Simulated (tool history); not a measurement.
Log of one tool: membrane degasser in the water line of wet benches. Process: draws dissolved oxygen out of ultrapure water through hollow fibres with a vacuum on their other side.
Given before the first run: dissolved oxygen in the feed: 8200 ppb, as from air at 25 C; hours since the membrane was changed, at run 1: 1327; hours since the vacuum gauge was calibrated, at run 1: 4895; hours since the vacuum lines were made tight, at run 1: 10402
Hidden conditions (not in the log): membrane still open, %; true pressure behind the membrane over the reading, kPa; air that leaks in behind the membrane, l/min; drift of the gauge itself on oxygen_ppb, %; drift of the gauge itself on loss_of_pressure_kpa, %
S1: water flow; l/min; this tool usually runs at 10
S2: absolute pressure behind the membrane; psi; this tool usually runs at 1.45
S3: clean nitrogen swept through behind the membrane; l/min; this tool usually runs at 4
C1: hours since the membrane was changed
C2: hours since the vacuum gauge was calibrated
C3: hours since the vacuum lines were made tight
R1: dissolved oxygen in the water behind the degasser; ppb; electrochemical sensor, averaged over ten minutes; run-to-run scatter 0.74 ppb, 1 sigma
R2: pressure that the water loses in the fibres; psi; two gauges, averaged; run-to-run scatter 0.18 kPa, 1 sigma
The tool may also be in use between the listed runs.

{"run": 1, "hour": 0.0, "S1": 10, "S2": 1.45, "S3": 4, "C1": 1327, "C2": 4895, "C3": 10402, "R1": 68.2, "R2": 4.72}
{"run": 2, "hour": 133.2, "S1": 10, "S2": 1.45, "S3": 4, "C1": 1460, "C2": 5028, "C3": 10535, "R1": 67.3, "R2": 4.764}
{"run": 3, "hour": 265.6, "S1": 10, "S2": 1.45, "S3": 4, "C1": 1592, "C2": 5161, "C3": 10667, "R1": 68.1, "R2": 4.753}
{"run": 4, "hour": 400.1, "S1": 10, "S2": 2.68, "S3": 4, "C1": 1727, "C2": 5295, "C3": 10802, "R1": 119.4, "R2": 4.735}
{"run": 5, "hour": 542.5, "S1": 10, "S2": 1.45, "S3": 4, "C1": 1869, "C2": 5437, "C3": 10944, "R1": 67.3, "R2": 4.767}
{"run": 6, "hour": 660.5, "S1": 6, "S2": 1.45, "S3": 4, "C1": 1987, "C2": 5556, "C3": 11062, "R1": 27.1, "R2": 2.86}
{"hour": 787.7, "done": "seals of the vacuum lines changed"}
{"run": 7, "hour": 830.1, "S1": 10, "S2": 1.45, "S3": 4, "C1": 2155, "C2": 5723, "C3": 42, "R1": 66.6, "R2": 4.767}
{"run": 8, "hour": 907.4, "S1": 10, "S2": 1.45, "S3": 4, "C1": 2232, "C2": 5800, "C3": 120, "R1": 66.2, "R2": 4.717}
{"run": 9, "hour": 1034.2, "S1": 10, "S2": 1.45, "S3": 4, "C1": 2359, "C2": 5927, "C3": 246, "R1": 67.9, "R2": 4.718}
{"run": 10, "hour": 1179.7, "S1": 10, "S2": 1.45, "S3": 4, "C1": 2504, "C2": 6073, "C3": 392, "R1": 66.8, "R2": 4.72}
{"run": 11, "hour": 1328.8, "S1": 10, "S2": 1.45, "S3": 4, "C1": 2653, "C2": 6222, "C3": 541, "R1": 67.6, "R2": 4.701}
{"run": 12, "hour": 1415.3, "S1": 10, "S2": 1.45, "S3": 4, "C1": 2740, "C2": 6308, "C3": 628, "R1": 67.2, "R2": 4.714}
{"run": 13, "hour": 1542.6, "S1": 10, "S2": 1.23, "S3": 3.19, "C1": 2867, "C2": 6436, "C3": 755, "R1": 67.4, "R2": 4.74}
{"run": 14, "hour": 1710.8, "S1": 16, "S2": 1.57, "S3": 11.43, "C1": 3035, "C2": 6604, "C3": 923, "R1": 174, "R2": 7.594}
{"run": 15, "hour": 1846.5, "S1": 9, "S2": 1.45, "S3": 2.93, "C1": 3171, "C2": 6739, "C3": 1059, "R1": 68.1, "R2": 4.258}
{"run": 16, "hour": 1940.8, "S1": 8, "S2": 1.46, "S3": 2.93, "C1": 3265, "C2": 6834, "C3": 1153, "R1": 55.1, "R2": 3.861}
{"run": 17, "hour": 2039.1, "S1": 10, "S2": 1.45, "S3": 2.17, "C1": 3364, "C2": 6932, "C3": 1251, "R1": 100.6, "R2": 4.715}
{"run": 18, "hour": 2206.6, "S1": 10, "S2": 1.45, "S3": 2.17, "C1": 3531, "C2": 7100, "C3": 1419, "R1": 102.4, "R2": 4.688}
{"run": 19, "hour": 2335.7, "S1": 10, "S2": 1.45, "S3": 2.17, "C1": 3660, "C2": 7229, "C3": 1548, "R1": 100.4, "R2": 4.74}
{"run": 20, "hour": 2467.1, "S1": 10, "S2": 1.45, "S3": 2.17, "C1": 3792, "C2": 7360, "C3": 1679, "R1": 102.8, "R2": 4.704}
{"run": 21, "hour": 2628.6, "S1": 8, "S2": 1.04, "S3": 4.52, "C1": 3953, "C2": 7522, "C3": 1841, "R1": 25.6, "R2": 3.788}
{"run": 22, "hour": 2707.4, "S1": 10, "S2": 3.13, "S3": 4, "C1": 4032, "C2": 7600, "C3": 1920, "R1": 136.3, "R2": 4.741}
{"run": 23, "hour": 2797.2, "S1": 10, "S2": 1.13, "S3": 3.9, "C1": 4122, "C2": 7690, "C3": 2009, "R1": 54.1, "R2": 4.718}
{"run": 24, "hour": 2959.4, "S1": 10, "S2": 1.13, "S3": 3.9, "C1": 4284, "C2": 7852, "C3": 2172, "R1": 54.2, "R2": 4.759}

5 ways to go on from here, each from the tool as it stands after run 24. What would each give?
{"run": "A", "hour": 3087.8, "S1": 10, "S2": 1.25, "S3": 5.28, "C1": 4412, "C2": 7981, "C3": 2300, "R1": "?", "R2": "?"}
{"run": "B", "hour": 3087.8, "S1": 15, "S2": 2.38, "S3": 10.99, "C1": 4412, "C2": 7981, "C3": 2300, "R1": "?", "R2": "?"}
{"run": "C", "hour": 3087.8, "S1": 10, "S2": 1.45, "S3": 5.98, "C1": 4412, "C2": 7981, "C3": 2300, "R1": "?", "R2": "?"}
{"run": "D", "hour": 3087.8, "S1": 11, "S2": 1.32, "S3": 9.37, "C1": 4412, "C2": 7981, "C3": 2300, "R1": "?", "R2": "?"}
{"run": "E", "hour": 3087.8, "S1": 10, "S2": 2.55, "S3": 11.86, "C1": 4412, "C2": 7981, "C3": 2300, "R1": "?", "R2": "?"}

run=A R1=50.8 R2=4.751
run=B R1=162.8 R2=7.14
run=C R1=54.3 R2=4.743
run=D R1=55 R2=5.176
run=E R1=55.3 R2=4.705
Without the tool's unlogged condition, the same runs would have read:
run=A R1=50.8 R2=4.75
run=B R1=162.6 R2=7.137
run=C R1=54.2 R2=4.741
run=D R1=54.9 R2=5.173
run=E R1=55.3 R2=4.704
